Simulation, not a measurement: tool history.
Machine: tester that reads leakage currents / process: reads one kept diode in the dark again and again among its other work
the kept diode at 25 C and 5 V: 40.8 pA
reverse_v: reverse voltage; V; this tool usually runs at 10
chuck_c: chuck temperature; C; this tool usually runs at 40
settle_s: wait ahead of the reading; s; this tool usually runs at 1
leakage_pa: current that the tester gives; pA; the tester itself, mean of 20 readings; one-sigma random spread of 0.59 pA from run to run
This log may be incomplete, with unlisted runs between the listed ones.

Run 1, hour 0: usual settings. Result: leakage_pa 198.24 pA.
Run 2, hour 34.1: usual settings but chuck_c 38 C. Result: leakage_pa 169.71 pA.
Run 3, hour 67: usual settings but chuck_c 38 C, settle_s 0.37 s. Result: leakage_pa 175.81 pA.
Run 4, hour 101.2: usual settings but chuck_c 55 C. Result: leakage_pa 583.5 pA.
Run 5, hour 134.5: usual settings but chuck_c 55 C. Result: leakage_pa 583.52 pA.
Run 6, hour 167.9: usual settings but reverse_v 2.6 V. Result: leakage_pa 99.24 pA.
Run 7, hour 198.7: usual settings but reverse_v 2.6 V. Result: leakage_pa 98.71 pA.
Run 8, hour 238.8: usual settings but chuck_c 42 C. Result: leakage_pa 228.87 pA.
Run 9, hour 282.1: usual settings but chuck_c 42 C. Result: leakage_pa 229.7 pA.
Run 10, hour 308.3: usual settings. Result: leakage_pa 197.89 pA.
Run 11, hour 337.6: usual settings. Result: leakage_pa 197.98 pA.
Run 12, hour 372.6: usual settings. Result: leakage_pa 196.75 pA.
Run 13, hour 391.7: usual settings but settle_s 2.58 s. Result: leakage_pa 195.47 pA.
Run 14, hour 419.3: usual settings but reverse_v 1.3 V, settle_s 6.06 s. Result: leakage_pa 69.83 pA.
Run 15, hour 443.1: usual settings but chuck_c 29 C. Result: leakage_pa 84.52 pA.
Run 16, hour 468.9: usual settings but reverse_v 1.1 V, settle_s 0.93 s. Result: leakage_pa 64.59 pA.
Run 17, hour 504: usual settings but reverse_v 17.4 V, chuck_c 33 C, settle_s 0.83 s. Result: leakage_pa 155.59 pA.
Run 18, hour 533: usual settings but reverse_v 17.4 V, chuck_c 33 C, settle_s 3.66 s. Result: leakage_pa 149.53 pA.
Run 19, hour 567.4: usual settings but reverse_v 17.4 V, chuck_c 52 C, settle_s 0.93 s. Result: leakage_pa 627.97 pA.
Run 20, hour 609.3: usual settings but reverse_v 17.4 V, chuck_c 52 C, settle_s 0.93 s. Result: leakage_pa 628.37 pA.
Run 21, hour 652.5: usual settings but chuck_c 42 C, settle_s 0.65 s. Result: leakage_pa 230.86 pA.
Run 22, hour 689.8: usual settings but reverse_v 12.4 V, chuck_c 42 C, settle_s 0.65 s. Result: leakage_pa 257.35 pA.
Run 23, hour 730.6: usual settings but reverse_v 8 V, chuck_c 23 C, settle_s 0.97 s. Result: leakage_pa 46.66 pA.

Forecast each of these 4 alternatives for the next run:
Run A, hour 755.8: usual settings but reverse_v 1.6 V, chuck_c 24 C. Result: leakage_pa ?.
Run B, hour 755.8: usual settings but reverse_v 4.1 V, settle_s 4.47 s. Result: leakage_pa ?.
Run C, hour 755.8: usual settings but reverse_v 2.6 V, chuck_c 22 C, settle_s 0.31 s. Result: leakage_pa ?.
Run D, hour 755.8: usual settings but reverse_v 1.9 V, chuck_c 42 C, settle_s 0.97 s. Result: leakage_pa ?.

run  leakage_pa
  A       21.84
  B      124.06
  C       25.83
  D       98.51
With no hidden state in the tool, these same runs would have given:
run  leakage_pa
  A        21.8
  B      123.87
  C       25.78
  D       98.38
